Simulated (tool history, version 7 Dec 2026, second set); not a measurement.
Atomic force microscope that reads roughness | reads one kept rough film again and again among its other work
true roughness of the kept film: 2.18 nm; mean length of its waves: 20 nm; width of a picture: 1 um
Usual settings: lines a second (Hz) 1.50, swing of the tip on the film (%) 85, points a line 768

run	hour	lines a second (Hz)	swing of the tip on the film (%)	points a line	roughness of the kept film (nm (root mean square))
1	0.0	1.50	85	768	1.177
2	8.5	1.50	85	768	1.166
# hour 14.4: new tip fitted
3	14.9	1.50	85	768	1.679
4	26.5	1.50	85	768	1.655
5	39.9	1.50	85	768	1.615
6	48.6	1.50	85	768	1.557
7	60.1	1.50	85	768	1.531
8	71.6	1.50	85	768	1.519
9	79.2	1.50	85	768	1.487
10	91.8	1.50	85	768	1.460
11	104.7	1.50	85	768	1.432
12	110.8	1.50	85	768	1.403
13	119.4	1.50	85	768	1.385
14	127.8	1.50	85	768	1.380
15	140.1	1.50	85	768	1.334
16	146.9	3.20	85	768	1.202
17	160.2	1.50	85	1014	1.300
18	168.7	1.73	85	768	1.261
19	178.8	1.50	85	811	1.249
20	188.7	1.50	85	811	1.243
21	197.9	1.50	85	768	1.212
22	207.9	1.50	61	768	1.286
23	219.8	1.50	61	768	1.267
24	231.2	1.50	85	361	1.140
25	244.0	0.51	87	974	1.212
# hour 248.4: new tip fitted
26	257.8	0.51	87	974	1.779
27	263.7	0.51	87	974	1.756
28	270.8	2.40	87	367	1.500
29	281.1	2.40	87	367	1.465
30	287.4	2.40	83	367	1.483
31	300.6	2.40	83	367	1.458
32	308.2	0.87	75	752	1.632
33	317.8	0.87	75	752	1.578
34	327.4	1.50	85	962	1.460
35	332.8	3.76	68	768	1.439
36	341.3	3.76	68	768	1.409
37	354.0	2.59	85	407	1.286
38	364.2	1.64	67	376	1.427
39	369.7	1.50	57	340	1.434
40	378.1	0.65	80	340	1.393
41	391.5	0.65	80	340	1.368
42	398.7	0.65	80	340	1.355
43	405.2	0.68	84	383	1.324
44	412.5	1.50	63	262	1.295
45	419.9	1.62	85	653	1.238
46	426.0	2.78	57	1022	1.309

Forecast each of these 5 alternatives for the next run:
A	431.6	1.50	90	768	?
B	431.6	1.01	66	545	?
C	431.6	3.00	85	768	?
D	431.6	0.53	57	1022	?
E	431.6	2.78	76	1022	?

run	roughness of the kept film (nm (root mean square))
A	1.179
B	1.301
C	1.117
D	1.330
E	1.196
Without the tool's hidden state the same runs would have given:
run	roughness of the kept film (nm (root mean square))
A	1.655
B	1.824
C	1.568
D	1.868
E	1.679
